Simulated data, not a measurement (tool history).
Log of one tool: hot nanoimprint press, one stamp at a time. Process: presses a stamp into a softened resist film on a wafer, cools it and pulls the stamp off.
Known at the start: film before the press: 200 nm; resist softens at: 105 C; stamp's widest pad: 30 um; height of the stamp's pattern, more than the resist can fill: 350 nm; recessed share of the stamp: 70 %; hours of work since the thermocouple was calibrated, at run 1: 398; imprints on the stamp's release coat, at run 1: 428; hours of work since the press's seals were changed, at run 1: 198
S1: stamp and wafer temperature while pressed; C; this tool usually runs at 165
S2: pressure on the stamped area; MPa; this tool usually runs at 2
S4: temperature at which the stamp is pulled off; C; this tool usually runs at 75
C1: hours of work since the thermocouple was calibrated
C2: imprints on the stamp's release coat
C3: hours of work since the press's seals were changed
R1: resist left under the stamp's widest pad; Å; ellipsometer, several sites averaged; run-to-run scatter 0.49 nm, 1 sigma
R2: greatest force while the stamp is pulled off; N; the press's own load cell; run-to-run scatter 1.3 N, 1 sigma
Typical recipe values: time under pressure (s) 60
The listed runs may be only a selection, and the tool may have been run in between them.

{"run": 1, "hour": 0.0, "S1": 165, "S2": 2, "time under pressure (s)": 60, "S4": 75, "C1": 398, "C2": 428, "C3": 198, "R1": 1141, "R2": 163}
{"run": 2, "hour": 4.3, "S1": 158, "S2": 2, "time under pressure (s)": 60, "S4": 75, "C1": 401, "C2": 439, "C3": 201, "R1": 1400, "R2": 159}
{"run": 3, "hour": 9.3, "S1": 165, "S2": 2, "time under pressure (s)": 60, "S4": 66, "C1": 404, "C2": 452, "C3": 204, "R1": 1128, "R2": 201}
{"run": 4, "hour": 17.2, "S1": 165, "S2": 2, "time under pressure (s)": 60, "S4": 66, "C1": 409, "C2": 473, "C3": 209, "R1": 1120, "R2": 204}
{"run": 5, "hour": 25.6, "S1": 165, "S2": 2, "time under pressure (s)": 60, "S4": 66, "C1": 414, "C2": 495, "C3": 214, "R1": 1118, "R2": 197}
{"run": 6, "hour": 30.2, "S1": 165, "S2": 2, "time under pressure (s)": 35, "S4": 66, "C1": 417, "C2": 507, "C3": 217, "R1": 1313, "R2": 201}
{"hour": 34.7, "done": "plate thermocouple calibrated"}
{"run": 7, "hour": 41.4, "S1": 165, "S2": 2, "time under pressure (s)": 35, "S4": 66, "C1": 4, "C2": 529, "C3": 222, "R1": 1322, "R2": 202}
{"run": 8, "hour": 46.3, "S1": 165, "S2": 2, "time under pressure (s)": 35, "S4": 66, "C1": 7, "C2": 542, "C3": 225, "R1": 1314, "R2": 203}
{"run": 9, "hour": 53.5, "S1": 165, "S2": 2, "time under pressure (s)": 35, "S4": 66, "C1": 12, "C2": 561, "C3": 229, "R1": 1305, "R2": 199}
{"run": 10, "hour": 61.6, "S1": 165, "S2": 2, "time under pressure (s)": 35, "S4": 66, "C1": 16, "C2": 582, "C3": 234, "R1": 1298, "R2": 202}
{"run": 11, "hour": 69.0, "S1": 165, "S2": 2, "time under pressure (s)": 35, "S4": 66, "C1": 21, "C2": 601, "C3": 239, "R1": 1304, "R2": 200}
{"run": 12, "hour": 75.5, "S1": 165, "S2": 2, "time under pressure (s)": 35, "S4": 66, "C1": 25, "C2": 618, "C3": 243, "R1": 1294, "R2": 198}
{"run": 13, "hour": 83.9, "S1": 165, "S2": 2, "time under pressure (s)": 60, "S4": 75, "C1": 30, "C2": 640, "C3": 248, "R1": 1105, "R2": 158}
{"run": 14, "hour": 89.7, "S1": 176, "S2": 1.33, "time under pressure (s)": 60, "S4": 75, "C1": 34, "C2": 655, "C3": 251, "R1": 940, "R2": 161}
{"run": 15, "hour": 98.6, "S1": 171, "S2": 2, "time under pressure (s)": 60, "S4": 75, "C1": 39, "C2": 679, "C3": 257, "R1": 902, "R2": 161}
{"run": 16, "hour": 107.8, "S1": 171, "S2": 2.8, "time under pressure (s)": 60, "S4": 62, "C1": 45, "C2": 703, "C3": 262, "R1": 769, "R2": 218}
{"hour": 112.8, "done": "gauge calibrated"}
{"run": 17, "hour": 113.5, "S1": 165, "S2": 2, "time under pressure (s)": 119, "S4": 61, "C1": 48, "C2": 718, "C3": 266, "R1": 888, "R2": 221}
{"run": 18, "hour": 118.7, "S1": 177, "S2": 2.21, "time under pressure (s)": 119, "S4": 61, "C1": 51, "C2": 731, "C3": 269, "R1": 551, "R2": 224}
{"run": 19, "hour": 128.1, "S1": 154, "S2": 2.21, "time under pressure (s)": 47, "S4": 66, "C1": 57, "C2": 756, "C3": 275, "R1": 1573, "R2": 204}
{"run": 20, "hour": 136.0, "S1": 154, "S2": 2.21, "time under pressure (s)": 47, "S4": 66, "C1": 62, "C2": 777, "C3": 279, "R1": 1579, "R2": 200}
{"run": 21, "hour": 141.7, "S1": 154, "S2": 2.21, "time under pressure (s)": 47, "S4": 66, "C1": 65, "C2": 792, "C3": 283, "R1": 1578, "R2": 204}
{"run": 22, "hour": 149.9, "S1": 159, "S2": 2, "time under pressure (s)": 73, "S4": 77, "C1": 70, "C2": 813, "C3": 288, "R1": 1273, "R2": 153}
{"run": 23, "hour": 157.2, "S1": 159, "S2": 2, "time under pressure (s)": 73, "S4": 77, "C1": 75, "C2": 832, "C3": 292, "R1": 1275, "R2": 152}
{"run": 24, "hour": 164.2, "S1": 159, "S2": 2, "time under pressure (s)": 73, "S4": 77, "C1": 79, "C2": 851, "C3": 297, "R1": 1262, "R2": 150}
{"run": 25, "hour": 172.8, "S1": 163, "S2": 3.03, "time under pressure (s)": 60, "S4": 75, "C1": 84, "C2": 873, "C3": 302, "R1": 997, "R2": 161}

Consider 3 possible next runs. They are alternatives, not a sequence: every one starts from the tool as it was left by run 25. What does each give?
{"run": "A", "hour": 177.8, "S1": 168, "S2": 1.35, "time under pressure (s)": 33, "S4": 75, "C1": 87, "C2": 886, "C3": 305, "R1": "?", "R2": "?"}
{"run": "B", "hour": 177.8, "S1": 163, "S2": 1.55, "time under pressure (s)": 60, "S4": 75, "C1": 87, "C2": 886, "C3": 305, "R1": "?", "R2": "?"}
{"run": "C", "hour": 177.8, "S1": 162, "S2": 3.03, "time under pressure (s)": 60, "S4": 81, "C1": 87, "C2": 886, "C3": 305, "R1": "?", "R2": "?"}

run=A R1=1408 R2=161
run=B R1=1304 R2=161
run=C R1=1033 R2=134
Had the tool no hidden state, the same runs would have come out as:
run=A R1=1431 R2=160
run=B R1=1325 R2=161
run=C R1=1049 R2=133
